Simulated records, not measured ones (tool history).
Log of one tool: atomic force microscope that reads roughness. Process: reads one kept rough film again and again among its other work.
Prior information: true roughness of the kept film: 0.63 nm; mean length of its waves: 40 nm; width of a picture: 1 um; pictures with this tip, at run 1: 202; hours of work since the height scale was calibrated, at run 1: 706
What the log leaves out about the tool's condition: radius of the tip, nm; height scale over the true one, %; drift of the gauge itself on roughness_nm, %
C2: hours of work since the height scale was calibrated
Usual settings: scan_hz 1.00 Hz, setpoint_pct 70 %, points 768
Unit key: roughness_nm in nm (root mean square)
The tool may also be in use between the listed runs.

{"run": 1, "hour": 0.0, "scan_hz": 1.0, "setpoint_pct": 70, "points": 768, "pictures with this tip": 202, "C2": 706, "roughness_nm": 0.6}
{"run": 2, "hour": 30.5, "scan_hz": 1.0, "setpoint_pct": 70, "points": 768, "pictures with this tip": 254, "C2": 727, "roughness_nm": 0.589}
{"hour": 34.3, "done": "new tip fitted"}
{"run": 3, "hour": 98.1, "scan_hz": 1.0, "setpoint_pct": 70, "points": 768, "pictures with this tip": 109, "C2": 773, "roughness_nm": 0.607}
{"run": 4, "hour": 165.4, "scan_hz": 1.0, "setpoint_pct": 70, "points": 768, "pictures with this tip": 225, "C2": 820, "roughness_nm": 0.594}
{"hour": 185.2, "done": "new tip fitted"}
{"run": 5, "hour": 202.8, "scan_hz": 1.0, "setpoint_pct": 70, "points": 768, "pictures with this tip": 30, "C2": 845, "roughness_nm": 0.618}
{"run": 6, "hour": 259.8, "scan_hz": 1.0, "setpoint_pct": 70, "points": 768, "pictures with this tip": 128, "C2": 885, "roughness_nm": 0.6}
{"run": 7, "hour": 328.6, "scan_hz": 0.79, "setpoint_pct": 70, "points": 768, "pictures with this tip": 245, "C2": 932, "roughness_nm": 0.604}
{"hour": 337.8, "done": "new tip fitted"}
{"run": 8, "hour": 397.5, "scan_hz": 1.0, "setpoint_pct": 70, "points": 768, "pictures with this tip": 103, "C2": 980, "roughness_nm": 0.611}
{"hour": 403.4, "done": "height scale calibrated on a step standard"}
{"run": 9, "hour": 430.1, "scan_hz": 1.33, "setpoint_pct": 70, "points": 768, "pictures with this tip": 157, "C2": 18, "roughness_nm": 0.606}
{"run": 10, "hour": 462.2, "scan_hz": 2.05, "setpoint_pct": 70, "points": 497, "pictures with this tip": 212, "C2": 41, "roughness_nm": 0.583}
{"hour": 490.8, "done": "new tip fitted"}
{"run": 11, "hour": 501.1, "scan_hz": 0.92, "setpoint_pct": 81, "points": 992, "pictures with this tip": 18, "C2": 67, "roughness_nm": 0.609}
{"run": 12, "hour": 533.1, "scan_hz": 1.32, "setpoint_pct": 70, "points": 438, "pictures with this tip": 72, "C2": 89, "roughness_nm": 0.607}
{"run": 13, "hour": 587.0, "scan_hz": 0.65, "setpoint_pct": 73, "points": 319, "pictures with this tip": 165, "C2": 127, "roughness_nm": 0.6}
{"hour": 625.1, "done": "height scale calibrated on a step standard, once more"}
{"run": 14, "hour": 638.0, "scan_hz": 1.0, "setpoint_pct": 61, "points": 768, "pictures with this tip": 251, "C2": 9, "roughness_nm": 0.589}
{"hour": 645.8, "done": "new tip fitted"}
{"run": 15, "hour": 679.2, "scan_hz": 1.0, "setpoint_pct": 61, "points": 768, "pictures with this tip": 57, "C2": 37, "roughness_nm": 0.601}
{"run": 16, "hour": 714.6, "scan_hz": 1.0, "setpoint_pct": 70, "points": 749, "pictures with this tip": 118, "C2": 62, "roughness_nm": 0.592}

Forecast each of these 5 alternatives for the next run:
{"run": "A", "hour": 778.2, "scan_hz": 3.95, "setpoint_pct": 66, "points": 841, "pictures with this tip": 227, "C2": 106, "roughness_nm": "?"}
{"run": "B", "hour": 778.2, "scan_hz": 1.36, "setpoint_pct": 70, "points": 1016, "pictures with this tip": 227, "C2": 106, "roughness_nm": "?"}
{"run": "C", "hour": 778.2, "scan_hz": 1.0, "setpoint_pct": 60, "points": 424, "pictures with this tip": 227, "C2": 106, "roughness_nm": "?"}
{"run": "D", "hour": 778.2, "scan_hz": 1.41, "setpoint_pct": 70, "points": 695, "pictures with this tip": 227, "C2": 106, "roughness_nm": "?"}
{"run": "E", "hour": 778.2, "scan_hz": 1.62, "setpoint_pct": 70, "points": 277, "pictures with this tip": 227, "C2": 106, "roughness_nm": "?"}

run=A roughness_nm=0.560
run=B roughness_nm=0.583
run=C roughness_nm=0.589
run=D roughness_nm=0.592
run=E roughness_nm=0.579
Without the tool's unlogged condition, the same runs would have read:
run=A roughness_nm=0.580
run=B roughness_nm=0.603
run=C roughness_nm=0.610
run=D roughness_nm=0.613
run=E roughness_nm=0.599

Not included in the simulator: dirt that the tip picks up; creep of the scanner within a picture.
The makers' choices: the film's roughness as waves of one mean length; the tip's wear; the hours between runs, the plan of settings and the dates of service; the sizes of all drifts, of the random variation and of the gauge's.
